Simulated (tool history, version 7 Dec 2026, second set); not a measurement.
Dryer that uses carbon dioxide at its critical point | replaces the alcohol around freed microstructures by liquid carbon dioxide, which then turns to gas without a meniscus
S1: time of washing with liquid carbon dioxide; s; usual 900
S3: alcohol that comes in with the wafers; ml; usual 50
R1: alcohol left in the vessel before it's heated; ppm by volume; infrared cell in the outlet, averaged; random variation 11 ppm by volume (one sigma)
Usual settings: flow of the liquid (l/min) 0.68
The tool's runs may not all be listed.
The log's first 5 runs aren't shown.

{"run": 6, "hour": 267.5, "S1": 660, "flow of the liquid (l/min)": 0.68, "S3": 50, "R1": 1841}
{"run": 7, "hour": 321.7, "S1": 660, "flow of the liquid (l/min)": 0.68, "S3": 50, "R1": 1902}
{"run": 8, "hour": 358.6, "S1": 900, "flow of the liquid (l/min)": 0.68, "S3": 50, "R1": 775}
{"run": 9, "hour": 414.7, "S1": 900, "flow of the liquid (l/min)": 0.68, "S3": 50, "R1": 819}
{"run": 10, "hour": 470.7, "S1": 900, "flow of the liquid (l/min)": 0.68, "S3": 50, "R1": 843}
{"run": 11, "hour": 525.7, "S1": 900, "flow of the liquid (l/min)": 0.68, "S3": 50, "R1": 898}
{"run": 12, "hour": 582.6, "S1": 1200, "flow of the liquid (l/min)": 0.68, "S3": 50, "R1": 337}
{"run": 13, "hour": 635.9, "S1": 900, "flow of the liquid (l/min)": 0.68, "S3": 50, "R1": 975}
{"run": 14, "hour": 689.9, "S1": 900, "flow of the liquid (l/min)": 0.68, "S3": 50, "R1": 996}
{"run": 15, "hour": 731.2, "S1": 900, "flow of the liquid (l/min)": 0.68, "S3": 50, "R1": 1020}
{"run": 16, "hour": 788.4, "S1": 900, "flow of the liquid (l/min)": 0.68, "S3": 50, "R1": 1080}
{"run": 17, "hour": 830.9, "S1": 900, "flow of the liquid (l/min)": 0.68, "S3": 50, "R1": 1089}
{"run": 18, "hour": 878.6, "S1": 900, "flow of the liquid (l/min)": 0.68, "S3": 50, "R1": 1109}
{"run": 19, "hour": 911.8, "S1": 1380, "flow of the liquid (l/min)": 0.68, "S3": 50, "R1": 295}
{"run": 20, "hour": 972.9, "S1": 1380, "flow of the liquid (l/min)": 0.68, "S3": 50, "R1": 310}
{"hour": 991.5, "done": "inlet filter changed"}
{"run": 21, "hour": 1019.8, "S1": 900, "flow of the liquid (l/min)": 0.68, "S3": 32, "R1": 529}
{"run": 22, "hour": 1075.6, "S1": 900, "flow of the liquid (l/min)": 0.68, "S3": 32, "R1": 547}
{"run": 23, "hour": 1124.1, "S1": 780, "flow of the liquid (l/min)": 0.73, "S3": 52, "R1": 1057}
{"run": 24, "hour": 1177.2, "S1": 1260, "flow of the liquid (l/min)": 0.864, "S3": 22, "R1": 142}

The next listed run, before its measurement:
{"run": 25, "hour": 1220.6, "S1": 1380, "flow of the liquid (l/min)": 0.864, "S3": 60, "R1": "?"}

R1: 174 ppm by volume
Without the tool's hidden state the same run would have given R1 27 ppm by volume.

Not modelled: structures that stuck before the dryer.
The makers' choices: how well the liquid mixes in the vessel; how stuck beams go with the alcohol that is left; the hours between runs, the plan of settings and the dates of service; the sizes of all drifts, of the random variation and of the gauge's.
